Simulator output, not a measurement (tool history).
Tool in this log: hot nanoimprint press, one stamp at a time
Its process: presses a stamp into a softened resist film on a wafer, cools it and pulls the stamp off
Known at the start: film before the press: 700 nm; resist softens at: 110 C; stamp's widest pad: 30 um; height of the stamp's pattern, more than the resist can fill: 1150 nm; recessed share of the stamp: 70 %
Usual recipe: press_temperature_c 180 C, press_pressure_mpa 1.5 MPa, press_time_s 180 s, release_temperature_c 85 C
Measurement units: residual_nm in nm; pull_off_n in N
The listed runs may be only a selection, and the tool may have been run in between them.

| run | day | press_temperature_c | press_pressure_mpa | press_time_s | release_temperature_c | residual_nm | pull_off_n |
|---|---|---|---|---|---|---|---|
| 1 | 0 | 180 | 1.5 | 180 | 85 | 365.2 | 138 |
| 2 | 0.45 | 180 | 1.5 | 180 | 85 | 363.7 | 141 |
| 3 | 0.967 | 180 | 1.5 | 180 | 85 | 364.8 | 146 |
| 4 | 1.283 | 184 | 1.5 | 180 | 85 | 319.5 | 144 |
| 5 | 1.946 | 180 | 1.5 | 180 | 85 | 369.8 | 143 |
| 6 | 2.646 | 180 | 1.46 | 180 | 85 | 374.4 | 145 |
| 7 | 3.042 | 180 | 1.5 | 180 | 78 | 368.8 | 152 |
| 8 | 3.533 | 180 | 1.5 | 180 | 78 | 367.3 | 148 |
| 9 | 4.304 | 180 | 1.5 | 108 | 78 | 425 | 154 |
| 10 | 5.038 | 180 | 1.5 | 108 | 78 | 426.7 | 153 |
| 11 | 5.708 | 180 | 1.5 | 108 | 78 | 424.9 | 157 |
| 12 | 6.438 | 180 | 1.5 | 108 | 78 | 422.5 | 159 |
| 13 | 6.862 | 180 | 1.5 | 92 | 85 | 447.1 | 155 |
| 14 | 7.367 | 171 | 1.5 | 92 | 85 | 563.1 | 158 |
| 15 | 8.1 | 171 | 1.5 | 92 | 85 | 558.8 | 162 |
| 16 | 8.604 | 171 | 0.97 | 92 | 85 | 616.9 | 158 |
| 17 | 9.262 | 180 | 1.59 | 96 | 75 | 432.7 | 170 |
| 18 | 9.729 | 178 | 1.5 | 180 | 85 | 397.7 | 166 |
| 19 | 10.496 | 170 | 0.95 | 180 | 85 | 574.1 | 164 |
| 20 | 11.012 | 170 | 0.95 | 180 | 85 | 579.9 | 166 |
| 21 | 11.471 | 185 | 0.95 | 180 | 78 | 393.5 | 171 |
| 22 | 11.879 | 189 | 1.07 | 180 | 85 | 332.9 | 170 |
| 23 | 12.446 | 187 | 1.07 | 180 | 79 | 347.1 | 178 |
| 24 | 13.204 | 187 | 1.07 | 180 | 79 | 351 | 182 |
| 25 | 13.871 | 184 | 1.18 | 180 | 86 | 373 | 172 |
| 26 | 14.317 | 184 | 1.18 | 180 | 86 | 369.3 | 171 |
|  | 15.067 | stamp cleaned and given a new release coat |
| 27 | 15.1 | 184 | 1.18 | 180 | 86 | 370.8 | 144 |
| 28 | 15.433 | 184 | 1.18 | 180 | 77 | 370.8 | 151 |
| 29 | 15.967 | 173 | 0.98 | 141 | 75 | 563 | 146 |
| 30 | 16.475 | 173 | 0.98 | 141 | 75 | 559.8 | 148 |
| 31 | 17.238 | 173 | 0.98 | 141 | 75 | 558.9 | 154 |

Some steps in residual_nm, run to run, broken into two amounts with sign: the step expected even without the hidden condition (settings, incoming material, random variation), and the rest, left for the hidden condition together with whatever gauge scatter is not in both the measured and the hidden-condition-free result:
Hidden state present: true temperature over the reading, C; pressure that arrives at the usual setting, %; grip of the stamp's worn release coat, % over a new coat's; drift of the gauge itself on residual_nm, %; drift of the gauge itself on pull_off_n, %.
Run 15 -> 16: press_pressure_mpa 1.5 -> 0.97. residual_nm +58.1 nm: hidden state -1, all else +59.1.
Run 16 -> 17: press_temperature_c 171 -> 180, press_pressure_mpa 0.97 -> 1.59, press_time_s 92 -> 96, release_temperature_c 85 -> 75. residual_nm -184.2 nm: hidden state +1.9, all else -186.1.
Run 18 -> 19: press_temperature_c 178 -> 170, press_pressure_mpa 1.5 -> 0.95. residual_nm +176.4 nm: hidden state -1, all else +177.4.
Run 20 -> 21: press_temperature_c 170 -> 185, release_temperature_c 85 -> 78. residual_nm -186.4 nm: hidden state +0.5, all else -186.9.
Run 28 -> 29: press_temperature_c 184 -> 173, press_pressure_mpa 1.18 -> 0.98, press_time_s 180 -> 141, release_temperature_c 77 -> 75. residual_nm +192.2 nm: hidden state -0.6, all else +192.8.

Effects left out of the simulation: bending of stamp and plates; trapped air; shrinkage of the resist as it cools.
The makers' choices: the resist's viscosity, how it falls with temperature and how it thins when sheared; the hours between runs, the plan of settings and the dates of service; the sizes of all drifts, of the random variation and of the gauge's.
